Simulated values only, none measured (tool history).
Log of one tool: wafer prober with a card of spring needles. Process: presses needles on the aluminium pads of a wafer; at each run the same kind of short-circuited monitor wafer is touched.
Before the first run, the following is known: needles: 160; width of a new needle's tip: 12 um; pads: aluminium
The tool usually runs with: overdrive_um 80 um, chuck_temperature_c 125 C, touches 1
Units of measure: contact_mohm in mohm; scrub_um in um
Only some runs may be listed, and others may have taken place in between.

Run 1, hour 0: usual settings. Result: contact_mohm 186 mohm, scrub_um 20.4 um.
Run 2, hour 10.6: usual settings but chuck_temperature_c 33 C. Result: contact_mohm 179 mohm, scrub_um 20.4 um.
At hour 19.6: tips cleaned on abrasive film.
Run 3, hour 20.9: usual settings but overdrive_um 83 um, chuck_temperature_c 33 C. Result: contact_mohm 167 mohm, scrub_um 21.08 um.
Run 4, hour 28.8: usual settings but overdrive_um 67 um. Result: contact_mohm 199 mohm, scrub_um 17.05 um.
Run 5, hour 37.1: usual settings. Result: contact_mohm 203 mohm, scrub_um 20.36 um.
At hour 38.8: tips cleaned on abrasive film.
Run 6, hour 43.1: usual settings. Result: contact_mohm 187 mohm, scrub_um 20.29 um.
Run 7, hour 52: usual settings. Result: contact_mohm 200 mohm, scrub_um 20.33 um.
At hour 58.1: tips cleaned on abrasive film.
Run 8, hour 61.1: usual settings but touches 2. Result: contact_mohm 185 mohm, scrub_um 20.29 um.
Run 9, hour 72: usual settings but overdrive_um 94 um, touches 2. Result: contact_mohm 189 mohm, scrub_um 23.88 um.
At hour 76.8: tips cleaned on abrasive film.
Run 10, hour 80.9: usual settings but overdrive_um 94 um, touches 2. Result: contact_mohm 188 mohm, scrub_um 23.81 um.
Run 11, hour 93: usual settings but overdrive_um 94 um, touches 2. Result: contact_mohm 195 mohm, scrub_um 23.92 um.
At hour 95.8: tips cleaned on abrasive film.
Run 12, hour 101.9: usual settings. Result: contact_mohm 189 mohm, scrub_um 20.27 um.
Run 13, hour 108.9: usual settings. Result: contact_mohm 196 mohm, scrub_um 20.26 um.
At hour 114.9: tips cleaned on abrasive film.
Run 14, hour 121.6: usual settings but touches 2. Result: contact_mohm 188 mohm, scrub_um 20.17 um.
Run 15, hour 133.1: usual settings but touches 2. Result: contact_mohm 194 mohm, scrub_um 20.26 um.
At hour 134.2: tips cleaned on abrasive film.
Run 16, hour 141.3: usual settings. Result: contact_mohm 194 mohm, scrub_um 20.26 um.
Run 17, hour 148.2: usual settings. Result: contact_mohm 203 mohm, scrub_um 20.18 um.
At hour 153.2: tips cleaned on abrasive film.
Run 18, hour 160.5: usual settings but chuck_temperature_c 52 C. Result: contact_mohm 182 mohm, scrub_um 20.25 um.
Run 19, hour 167.9: usual settings but overdrive_um 98 um, chuck_temperature_c 38 C, touches 3. Result: contact_mohm 171 mohm, scrub_um 24.83 um.
At hour 172: tips cleaned on abrasive film.
Run 20, hour 173.9: usual settings but overdrive_um 76 um, chuck_temperature_c 38 C, touches 3. Result: contact_mohm 166 mohm, scrub_um 19.14 um.
Run 21, hour 180.8: usual settings but overdrive_um 76 um, chuck_temperature_c 38 C, touches 3. Result: contact_mohm 170 mohm, scrub_um 19.14 um.
Run 22, hour 188.6: usual settings but overdrive_um 61 um, chuck_temperature_c 45 C, touches 3. Result: contact_mohm 181 mohm, scrub_um 15.28 um.
At hour 191.4: tips cleaned on abrasive film.
Run 23, hour 196.2: usual settings but overdrive_um 61 um, chuck_temperature_c 45 C, touches 3. Result: contact_mohm 172 mohm, scrub_um 15.31 um.
Run 24, hour 204.8: usual settings but chuck_temperature_c 107 C. Result: contact_mohm 196 mohm, scrub_um 20.24 um.
At hour 210.5: tips cleaned on abrasive film.
Run 25, hour 212.3: usual settings but chuck_temperature_c 107 C. Result: contact_mohm 181 mohm, scrub_um 20.05 um.
Run 26, hour 222.9: usual settings but overdrive_um 61 um, chuck_temperature_c 26 C, touches 2. Result: contact_mohm 179 mohm, scrub_um 15.27 um.
At hour 229.3: tips cleaned on abrasive film.
Run 27, hour 236.2: usual settings but overdrive_um 99 um, chuck_temperature_c 26 C, touches 2. Result: contact_mohm 170 mohm, scrub_um 24.96 um.
Run 28, hour 246.5: usual settings but overdrive_um 77 um, touches 3. Result: contact_mohm 188 mohm, scrub_um 19.28 um.
At hour 248.1: tips cleaned on abrasive film.
Run 29, hour 252.4: usual settings but overdrive_um 67 um, chuck_temperature_c 26 C, touches 3. Result: contact_mohm 167 mohm, scrub_um 16.79 um.
Run 30, hour 263.1: usual settings but overdrive_um 91 um. Result: contact_mohm 200 mohm, scrub_um 22.87 um.
At hour 266.9: tips cleaned on abrasive film.
Run 31, hour 274.1: usual settings but overdrive_um 91 um. Result: contact_mohm 190 mohm, scrub_um 22.87 um.
Run 32, hour 285.2: usual settings but overdrive_um 91 um, chuck_temperature_c 46 C, touches 3. Result: contact_mohm 177 mohm, scrub_um 22.84 um.
At hour 286.4: tips cleaned on abrasive film.
Run 33, hour 290.9: usual settings but overdrive_um 63 um, chuck_temperature_c 57 C. Result: contact_mohm 182 mohm, scrub_um 15.75 um.
Run 34, hour 297: usual settings but overdrive_um 77 um, chuck_temperature_c 74 C, touches 2. Result: contact_mohm 178 mohm, scrub_um 19.28 um.
At hour 305.6: tips cleaned on abrasive film.
Run 35, hour 309.8: usual settings but overdrive_um 70 um, chuck_temperature_c 74 C, touches 2. Result: contact_mohm 178 mohm, scrub_um 17.34 um.

Table of differences, measured result less the result of that run with no hidden state. Run-to-run variation is the same in both. Gauge scatter possibly is not:
Hidden state present: debris on the tips, nm; way that the needles fall short of the set height, um; tips' diameter, um; drift of the gauge itself on contact_mohm, %; drift of the gauge itself on scrub_um, %.
run  contact_mohm  scrub_um
  1            +2     -0.08
  2           +18     -0.08
  3            +5     -0.11
  4           +18     -0.11
  5           +22     -0.12
  6           +10     -0.14
  7           +20     -0.14
  8            +5     -0.16
  9           +11     -0.17
 10            +6      -0.2
 11           +12      -0.2
 12           +11     -0.22
 13           +19     -0.22
 14            +7     -0.24
 15           +13     -0.25
 16           +15     -0.27
 17           +20     -0.27
 18           +14     -0.29
 19            +6     -0.28
 20            +2     -0.31
 21            +6     -0.31
 22           +12     -0.31
 23            +6     -0.34
 24           +19     -0.35
 25            +5     -0.36
 26           +17     -0.36
 27            +8     -0.39
 28            +8     -0.39
 29            +5     -0.42
 30           +19     -0.41
 31           +13     -0.44
 32            +7     -0.44
 33           +16     -0.47
 34           +11     -0.46
 35            +7     -0.47
